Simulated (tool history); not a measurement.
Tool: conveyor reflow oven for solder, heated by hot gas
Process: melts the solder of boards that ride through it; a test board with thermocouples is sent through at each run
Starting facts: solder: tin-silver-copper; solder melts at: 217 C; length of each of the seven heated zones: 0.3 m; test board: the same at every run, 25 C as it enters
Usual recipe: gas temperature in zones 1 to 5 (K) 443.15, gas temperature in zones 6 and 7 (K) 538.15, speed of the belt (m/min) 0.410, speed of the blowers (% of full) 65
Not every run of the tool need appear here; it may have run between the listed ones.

| run | day | gas temperature in zones 1 to 5 (K) | gas temperature in zones 6 and 7 (K) | speed of the belt (m/min) | speed of the blowers (% of full) | highest temperature of the board (K) | time above the solder's melting point (s) |
|---|---|---|---|---|---|---|---|
| 1 | 0.000 | 443.15 | 538.15 | 0.410 | 65 | 524.85 | 65.5 |
| 2 | 0.442 | 443.15 | 538.15 | 0.345 | 65 | 529.55 | 82.8 |
| 3 | 0.717 | 443.15 | 538.15 | 0.345 | 65 | 529.55 | 82.7 |
| 4 | 1.154 | 443.15 | 538.15 | 0.345 | 65 | 528.85 | 82.0 |
| 5 | 1.433 | 443.15 | 538.15 | 0.345 | 65 | 530.15 | 82.6 |
| 6 | 1.700 | 443.15 | 538.15 | 0.345 | 65 | 529.05 | 83.4 |
| 7 | 2.104 | 443.15 | 538.15 | 0.345 | 65 | 529.15 | 82.5 |
| 8 | 2.625 | 443.15 | 538.15 | 0.345 | 65 | 528.55 | 83.5 |
| 9 | 3.171 | 443.15 | 550.15 | 0.334 | 65 | 540.75 | 94.3 |
| 10 | 3.600 | 433.15 | 539.15 | 0.335 | 65 | 529.85 | 82.4 |
| 11 | 3.979 | 428.15 | 539.15 | 0.441 | 65 | 520.65 | 50.1 |
| 12 | 4.538 | 443.15 | 538.15 | 0.351 | 65 | 528.25 | 80.2 |
| 13 | 4.958 | 436.15 | 536.15 | 0.444 | 54 | 516.65 | 47.4 |
|  | 5.612 | flux residue cleaned out of gas plates and filters |
| 14 | 5.629 | 443.15 | 550.15 | 0.410 | 65 | 538.15 | 74.6 |
| 15 | 6.162 | 443.15 | 538.15 | 0.456 | 65 | 523.85 | 57.2 |

What if the next run were any one of these 4? Each begins from the tool's condition after run 15:
| A | 6.717 | 451.15 | 538.15 | 0.350 | 74 | ? | ? |
| B | 6.717 | 443.15 | 538.15 | 0.372 | 85 | ? | ? |
| C | 6.717 | 443.15 | 547.15 | 0.419 | 57 | ? | ? |
| D | 6.717 | 443.15 | 538.15 | 0.456 | 51 | ? | ? |

| run | highest temperature of the board (K) | time above the solder's melting point (s) |
|---|---|---|
| A | 532.05 | 89.2 |
| B | 531.45 | 80.5 |
| C | 532.05 | 68.6 |
| D | 518.95 | 53.3 |
With the hidden condition removed and each run's random variation left untouched, the same runs would have given:
| run | highest temperature of the board (K) | time above the solder's melting point (s) |
|---|---|---|
| A | 532.45 | 89.2 |
| B | 531.85 | 80.6 |
| C | 532.55 | 68.7 |
| D | 519.35 | 53.5 |
